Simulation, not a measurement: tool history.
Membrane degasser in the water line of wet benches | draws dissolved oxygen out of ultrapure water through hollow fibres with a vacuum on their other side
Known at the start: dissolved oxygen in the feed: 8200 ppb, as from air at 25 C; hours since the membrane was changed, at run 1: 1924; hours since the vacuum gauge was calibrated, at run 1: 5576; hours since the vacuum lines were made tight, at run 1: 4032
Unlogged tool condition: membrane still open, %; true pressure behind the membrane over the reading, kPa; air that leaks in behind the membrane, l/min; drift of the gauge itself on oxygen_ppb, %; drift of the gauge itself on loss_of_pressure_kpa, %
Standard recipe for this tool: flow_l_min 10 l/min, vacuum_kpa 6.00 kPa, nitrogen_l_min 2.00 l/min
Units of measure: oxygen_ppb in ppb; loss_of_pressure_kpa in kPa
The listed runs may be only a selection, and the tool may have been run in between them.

| run | hour | flow_l_min | vacuum_kpa | nitrogen_l_min | hours since the membrane was changed | hours since the vacuum gauge was calibrated | hours since the vacuum lines were made tight | oxygen_ppb | loss_of_pressure_kpa |
|---|---|---|---|---|---|---|---|---|---|
| 1 | 0.0 | 10 | 6.00 | 2.00 | 1924 | 5576 | 4032 | 54.5 | 65.15 |
| 2 | 54.3 | 10 | 10.57 | 2.00 | 1978 | 5630 | 4086 | 110.1 | 64.96 |
| 3 | 105.3 | 10 | 10.57 | 2.00 | 2029 | 5681 | 4137 | 111.0 | 65.36 |
| 4 | 178.7 | 10 | 10.57 | 2.00 | 2103 | 5754 | 4211 | 113.0 | 65.61 |
| 5 | 221.8 | 10 | 6.00 | 2.00 | 2146 | 5797 | 4254 | 55.7 | 65.15 |
| 6 | 291.9 | 10 | 6.00 | 2.00 | 2216 | 5868 | 4324 | 56.9 | 65.66 |
| 7 | 340.0 | 11 | 6.00 | 2.00 | 2264 | 5916 | 4372 | 70.5 | 72.46 |
| 8 | 410.9 | 11 | 6.00 | 2.00 | 2335 | 5987 | 4443 | 69.4 | 72.10 |
| 9 | 484.8 | 10 | 6.00 | 2.00 | 2409 | 6060 | 4517 | 57.2 | 65.95 |
| 10 | 541.5 | 10 | 6.00 | 2.00 | 2465 | 6117 | 4574 | 55.4 | 65.71 |
| 11 | 590.3 | 10 | 6.00 | 2.00 | 2514 | 6166 | 4622 | 56.7 | 65.46 |
| 12 | 654.8 | 10 | 10.06 | 2.00 | 2579 | 6230 | 4687 | 106.1 | 65.57 |
| 13 | 721.8 | 7 | 6.00 | 2.00 | 2646 | 6297 | 4754 | 29.7 | 46.38 |
| 14 | 789.2 | 10 | 6.00 | 2.00 | 2713 | 6365 | 4821 | 57.4 | 66.34 |
| 15 | 863.0 | 10 | 5.16 | 2.00 | 2787 | 6439 | 4895 | 46.3 | 66.16 |
| 16 | 938.0 | 10 | 5.16 | 2.00 | 2862 | 6514 | 4970 | 46.9 | 65.93 |
| 17 | 984.7 | 10 | 5.16 | 2.00 | 2909 | 6560 | 5017 | 47.0 | 65.73 |
|  | 1019.6 | seals of the vacuum lines changed |
| 18 | 1061.2 | 8 | 8.99 | 0.99 | 2983 | 6635 | 42 | 122.1 | 52.71 |
| 19 | 1110.5 | 7 | 6.74 | 1.67 | 3032 | 6684 | 91 | 43.0 | 45.72 |
| 20 | 1175.1 | 7 | 6.74 | 1.67 | 3097 | 6749 | 156 | 41.2 | 46.51 |
| 21 | 1217.7 | 7 | 6.74 | 1.67 | 3140 | 6791 | 198 | 42.5 | 46.12 |
| 22 | 1304.4 | 8 | 6.11 | 0.94 | 3226 | 6878 | 285 | 71.3 | 52.99 |
| 23 | 1345.4 | 7 | 5.34 | 2.64 | 3267 | 6919 | 326 | 19.4 | 46.61 |
| 24 | 1380.8 | 13 | 6.00 | 2.00 | 3303 | 6954 | 361 | 107.4 | 86.08 |
| 25 | 1425.4 | 12 | 6.00 | 2.00 | 3347 | 6999 | 406 | 88.7 | 79.66 |
| 26 | 1462.3 | 12 | 8.28 | 2.00 | 3384 | 7036 | 443 | 120.0 | 79.17 |
| 27 | 1521.0 | 12 | 8.28 | 2.00 | 3443 | 7095 | 501 | 121.6 | 79.67 |
| 28 | 1597.4 | 12 | 8.28 | 2.12 | 3519 | 7171 | 578 | 117.6 | 79.59 |
| 29 | 1640.6 | 12 | 8.28 | 2.12 | 3562 | 7214 | 621 | 118.4 | 80.18 |
| 30 | 1723.1 | 12 | 7.31 | 5.16 | 3645 | 7297 | 704 | 70.2 | 79.93 |
| 31 | 1797.6 | 12 | 7.31 | 5.16 | 3719 | 7371 | 778 | 69.6 | 80.03 |
| 32 | 1844.3 | 12 | 7.31 | 5.16 | 3766 | 7418 | 825 | 70.1 | 79.46 |
| 33 | 1925.6 | 12 | 7.31 | 5.16 | 3847 | 7499 | 906 | 70.1 | 79.61 |

Consider 3 possible next runs. They are alternatives, not a sequence: every one starts from the tool as it was left by run 33. What does each give?
| A | 1986.4 | 7 | 12.59 | 2.00 | 3908 | 7560 | 967 | ? | ? |
| B | 1986.4 | 12 | 6.47 | 5.16 | 3908 | 7560 | 967 | ? | ? |
| C | 1986.4 | 12 | 7.31 | 2.92 | 3908 | 7560 | 967 | ? | ? |

| run | oxygen_ppb | loss_of_pressure_kpa |
|---|---|---|
| A | 86.5 | 46.25 |
| B | 66.8 | 80.32 |
| C | 90.1 | 79.91 |
With the hidden condition removed and each run's random variation left untouched, the same runs would have given:
| run | oxygen_ppb | loss_of_pressure_kpa |
|---|---|---|
| A | 81.9 | 44.29 |
| B | 55.5 | 76.93 |
| C | 77.5 | 76.53 |
